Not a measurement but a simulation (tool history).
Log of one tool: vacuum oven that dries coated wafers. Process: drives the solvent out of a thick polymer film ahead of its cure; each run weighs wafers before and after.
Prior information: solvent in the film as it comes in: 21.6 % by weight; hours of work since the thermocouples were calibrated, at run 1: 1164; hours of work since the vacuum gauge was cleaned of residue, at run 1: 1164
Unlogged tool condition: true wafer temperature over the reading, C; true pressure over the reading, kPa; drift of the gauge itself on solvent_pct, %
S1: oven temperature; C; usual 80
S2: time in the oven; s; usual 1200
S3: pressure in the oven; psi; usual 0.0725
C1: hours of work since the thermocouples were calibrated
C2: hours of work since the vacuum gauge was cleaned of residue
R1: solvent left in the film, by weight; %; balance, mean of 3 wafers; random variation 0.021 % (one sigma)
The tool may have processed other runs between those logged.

run,hour,S1,S2,S3,C1,C2,R1
1,0,80,1200,0.0725,1164,1164,1.33
2,95.3,80,1200,0.0725,1207,1207,1.3
3,159.3,80,1200,0.0725,1235,1235,1.33
4,208.5,80,1200,0.0725,1257,1257,1.33
5,308.7,80,1200,0.0725,1301,1301,1.31
# hour 319.6: oven's thermocouples calibrated
6,380.5,80,1200,0.0725,27,1332,1.29
7,476.5,80,1260,0.0725,69,1374,1.13
8,528.6,80,1200,0.154,93,1398,1.4
9,577,71,840,0.0535,114,1419,5.17
10,674.4,71,840,0.0535,157,1462,5.19
11,759.4,70,840,0.0766,195,1500,5.49
12,825,70,840,0.0766,224,1529,5.5
# hour 867.6: oven's thermocouples calibrated, once more
13,886.6,70,840,0.0766,8,1555,6.38
14,966.7,80,1500,0.2634,44,1591,1.32
15,1059.7,89,1020,0.2492,85,1632,1.02
16,1149.8,91,780,0.0922,125,1672,1.23

What differs in the tool's unlogged condition from the final listed run ahead of each entry between runs to the first listed run following it?
Logged between run 5 and run 6: oven's thermocouples calibrated (hour 319.6)
  true wafer temperature over the reading, C: 1.97 -> 2.24; true pressure over the reading, kPa: 0.496 -> 0.508
  the result without the hidden state subtracted from the measured one, R1: -0.22 -> -0.25 %
Logged between run 12 and run 13: oven's thermocouples calibrated, once more (hour 867.6)
  true wafer temperature over the reading, C: 2.61 -> 0; true pressure over the reading, kPa: 0.581 -> 0.592
  the result without the hidden state subtracted from the measured one, R1: -0.73 -> +0.16 %
